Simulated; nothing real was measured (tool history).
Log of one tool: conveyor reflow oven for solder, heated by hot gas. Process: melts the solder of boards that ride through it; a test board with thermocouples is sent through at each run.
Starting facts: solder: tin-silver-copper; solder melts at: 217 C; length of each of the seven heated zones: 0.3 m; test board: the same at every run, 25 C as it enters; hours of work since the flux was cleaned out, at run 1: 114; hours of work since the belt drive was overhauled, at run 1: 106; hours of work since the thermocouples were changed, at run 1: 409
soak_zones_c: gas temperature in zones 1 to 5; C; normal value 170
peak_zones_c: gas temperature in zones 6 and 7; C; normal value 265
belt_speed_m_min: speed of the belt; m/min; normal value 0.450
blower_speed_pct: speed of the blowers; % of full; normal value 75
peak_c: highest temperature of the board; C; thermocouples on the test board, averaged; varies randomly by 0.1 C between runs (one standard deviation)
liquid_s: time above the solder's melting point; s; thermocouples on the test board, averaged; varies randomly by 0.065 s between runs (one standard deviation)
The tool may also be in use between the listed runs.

run	hour	soak_zones_c	peak_zones_c	belt_speed_m_min	blower_speed_pct	hours of work since the flux was cleaned out	hours of work since the belt drive was overhauled	hours of work since the thermocouples were changed	peak_c	liquid_s
1	0.0	170	265	0.450	75	114	106	409	253.7	61.43
2	4.5	170	256	0.450	75	117	109	411	245.3	55.40
3	13.9	170	256	0.450	75	123	115	418	245.4	55.35
4	20.8	170	255	0.450	75	127	120	422	244.4	54.58
5	29.4	170	255	0.450	75	133	125	428	244.5	54.59
6	35.9	170	255	0.450	75	137	129	432	244.3	54.47
7	40.1	170	255	0.450	75	140	132	434	244.3	54.53
8	44.3	170	277	0.450	75	142	135	437	264.8	67.72
9	52.9	170	277	0.450	75	148	140	443	264.8	67.60
10	61.1	170	265	0.450	75	153	146	448	253.4	61.19
11	70.4	170	265	0.450	75	159	152	454	253.5	61.25
# hour 75.3: belt drive overhauled, speed set with a stopwatch
12	79.7	170	265	0.450	75	162	3	457	253.4	61.18
13	89.1	170	265	0.414	75	168	9	463	255.4	68.71
14	94.3	170	265	0.414	75	172	12	467	255.2	68.70
15	102.5	170	265	0.414	75	177	17	472	255.4	68.65
16	110.4	169	261	0.450	75	182	23	477	249.4	58.11
# hour 121.5: belt drive overhauled, speed set with a stopwatch, once more
17	123.1	169	261	0.450	75	188	1	483	249.4	57.99
18	128.1	166	268	0.449	75	191	4	486	255.4	61.33
19	134.5	159	255	0.521	82	195	8	490	239.8	38.82
20	138.5	159	255	0.521	82	198	11	493	239.8	38.79
21	147.7	167	273	0.463	75	204	17	498	259.3	61.82
# hour 160.0: flux residue cleaned out of gas plates and filters
22	162.5	167	273	0.463	65	2	23	505	258.4	60.78
23	169.0	173	257	0.450	56	6	27	509	243.2	52.72
24	176.2	170	265	0.486	52	10	32	514	246.1	48.83
25	184.3	170	265	0.486	52	16	37	519	246.1	48.91
26	193.8	170	265	0.486	52	22	43	525	246.0	48.76
27	198.5	170	265	0.486	52	25	46	528	245.9	48.71
28	202.6	184	265	0.450	75	27	49	531	255.6	68.11
29	210.3	184	265	0.450	75	32	54	536	255.5	68.04
30	219.3	184	265	0.450	75	38	60	541	255.4	68.12

Predict each of these 5 candidate next runs independently; none follows another, all start after run 30:
A	224.4	178	256	0.450	66	41	63	545	?	?
B	224.4	184	265	0.420	75	41	63	545	?	?
C	224.4	165	263	0.533	75	41	63	545	?	?
D	224.4	163	265	0.483	79	41	63	545	?	?
E	224.4	184	274	0.479	67	41	63	545	?	?

run	peak_c	liquid_s
A	244.9	57.60
B	256.8	74.12
C	246.8	44.63
D	252.2	53.88
E	260.8	65.87
Stripped of hidden state, with their random variation kept, the same runs would have yielded:
run	peak_c	liquid_s
A	246.2	58.56
B	258.1	74.70
C	248.1	45.54
D	253.5	54.69
E	262.0	66.38
